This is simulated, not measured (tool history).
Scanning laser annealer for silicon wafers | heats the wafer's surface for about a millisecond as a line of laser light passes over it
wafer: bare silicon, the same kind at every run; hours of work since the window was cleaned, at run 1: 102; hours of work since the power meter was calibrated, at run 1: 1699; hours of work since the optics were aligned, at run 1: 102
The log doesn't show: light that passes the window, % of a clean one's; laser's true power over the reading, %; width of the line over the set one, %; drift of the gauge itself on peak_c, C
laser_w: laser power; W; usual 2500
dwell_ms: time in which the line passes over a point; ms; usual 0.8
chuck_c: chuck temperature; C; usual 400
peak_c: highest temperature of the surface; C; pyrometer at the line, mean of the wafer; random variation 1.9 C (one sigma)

run,hour,laser_w,dwell_ms,chuck_c,hours of work since the window was cleaned,hours of work since the power meter was calibrated,hours of work since the optics were aligned,peak_c
1,0,2500,0.8,400,102,1699,102,1103
2,66.1,2500,0.8,400,144,1741,144,1101
3,148.7,2143,0.8,400,197,1794,197,990
4,182.5,2143,0.8,400,219,1815,219,988
5,246.8,2500,0.8,400,260,1856,260,1093
# hour 254.8: window over the wafer cleaned
6,312.8,2500,0.8,400,37,1897,301,1093
7,392.4,2500,0.8,400,88,1948,352,1088
8,452.3,2500,0.8,400,126,1987,390,1089
# hour 470.4: window over the wafer cleaned, once more
9,516.9,2500,0.8,400,30,2027,430,1103
10,550.7,2500,0.8,400,51,2048,452,1100
11,615.6,2674,0.602,436,93,2090,493,1097
12,655.9,2674,0.67,393,119,2115,519,1082
13,704.6,2312,0.688,385,150,2147,550,980
14,769.4,2500,0.598,376,191,2188,591,980

4 ways to go on from here, each from the tool as it stands after run 14. What would each give?
A,824.5,2390,0.822,383,226,2223,627,?
B,824.5,2564,0.568,424,226,2223,627,?
C,824.5,2500,0.737,436,226,2223,627,?
D,824.5,2539,0.8,400,226,2223,627,?

run,peak_c
A,1049
B,1029
C,1102
D,1105
Without the tool's hidden state the same runs would have given:
run,peak_c
A,1060
B,1039
C,1113
D,1117
